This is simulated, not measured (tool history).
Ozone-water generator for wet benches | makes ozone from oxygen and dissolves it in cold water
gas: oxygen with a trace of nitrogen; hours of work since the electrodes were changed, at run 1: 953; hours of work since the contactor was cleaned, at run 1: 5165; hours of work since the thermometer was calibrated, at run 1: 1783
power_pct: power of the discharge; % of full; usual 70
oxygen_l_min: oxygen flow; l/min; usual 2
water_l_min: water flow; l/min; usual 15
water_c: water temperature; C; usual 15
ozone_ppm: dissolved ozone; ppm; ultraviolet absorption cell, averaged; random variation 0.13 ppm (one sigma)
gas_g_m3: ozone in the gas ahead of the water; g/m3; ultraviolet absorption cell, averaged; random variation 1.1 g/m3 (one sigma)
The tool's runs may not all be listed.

run,hour,power_pct,oxygen_l_min,water_l_min,water_c,hours of work since the electrodes were changed,hours of work since the contactor was cleaned,hours of work since the thermometer was calibrated,ozone_ppm,gas_g_m3
1,0,70,2,15,15,953,5165,1783,12.7,184.6
2,128.3,70,2,15,15,1069,5281,1899,12.5,184.8
3,285.8,70,2,15,15,1212,5424,2042,12.8,186.6
4,431.8,70,2,15,15,1344,5556,2174,12.5,181.6
5,563.2,70,2,15,15,1463,5675,2293,12.6,183.7
6,651.9,70,2,15,15,1544,5756,2374,12.5,183.9
7,817.4,70,2,15,15,1694,5906,2524,12.5,181.6
8,938.6,88,2,15,15,1804,6016,2634,14.5,210.4
9,1026.1,88,2,15,21,1883,6095,2713,13.4,212.2
10,1108,88,2,15,21,1957,6169,2787,13.3,210.1
11,1183.7,88,2.59,15,21,2026,6238,2856,14,182.9
12,1257.6,88,2.59,15,21,2093,6305,2923,13.9,181.5
# hour 1425.6: water thermometer calibrated
13,1425.6,88,2.59,15,21,2245,6457,0,13.6,182.6
14,1515.6,88,2.59,15,21,2326,6538,82,13.7,181.9
15,1642.6,70,1.52,15,15,2441,6653,197,11.3,207.9
16,1791.2,70,2,15,15,2576,6788,331,12.2,180.3
17,1925.6,70,2,15,15,2698,6910,453,12,178.3
18,2068.7,70,2,19,15,2828,7039,583,9.5,178.6
# hour 2173.7: water thermometer calibrated, once more
19,2233.9,70,2,19,15,2977,7189,55,9.6,178.7
20,2366.5,70,2,19,15,3097,7309,175,9.6,178.4
21,2467.1,70,2,19,15,3188,7400,266,9.7,176.5
22,2567.5,70,2,18,7,3279,7491,357,10.7,178.4
23,2695.6,70,1.56,13,15,3395,7607,473,13,201.8
24,2839.2,70,1.56,13,15,3526,7737,603,12.7,200.9
25,2926.1,70,1.56,13,15,3604,7816,682,12.9,200.6
26,3043.5,70,2,15,19,3711,7923,788,11.4,177.1
27,3138.3,70,2,15,19,3797,8008,874,11.3,175.5
28,3251.3,50,2,15,19,3899,8111,977,9.1,142.5
29,3364.3,70,2,15,15,4002,8213,1079,11.6,174.9
30,3438.4,70,2,15,20,4069,8280,1146,11,174.9
31,3528.6,40,2,15,9,4151,8362,1228,8.7,122.8
32,3656.9,76,2.85,15,15,4267,8479,1344,12.9,150

Hidden state at the last listed run before each entry between runs and at the first one after, where it differs:
Between runs 12 and 13: water thermometer calibrated (hour 1425.6)
  yield of the discharge, % of new electrodes': 96.8 -> 96.6; contactor's efficiency, % of a clean one's: 86 -> 85.8; true water temperature over the reading, C: 0.19 -> 0.24
  measured less the result without the state, ozone_ppm: -1.7 -> -1.8 ppm; gas_g_m3: -6.9 -> -7.5 g/m3
Between runs 18 and 19: water thermometer calibrated, once more (hour 2173.7)
  yield of the discharge, % of new electrodes': 95.6 -> 95.3; contactor's efficiency, % of a clean one's: 84.6 -> 84.3; true water temperature over the reading, C: 0.27 -> -0.09
  measured less the result without the state, ozone_ppm: -1.4 -> -1.4 ppm; gas_g_m3: -8.2 -> -8.7 g/m3
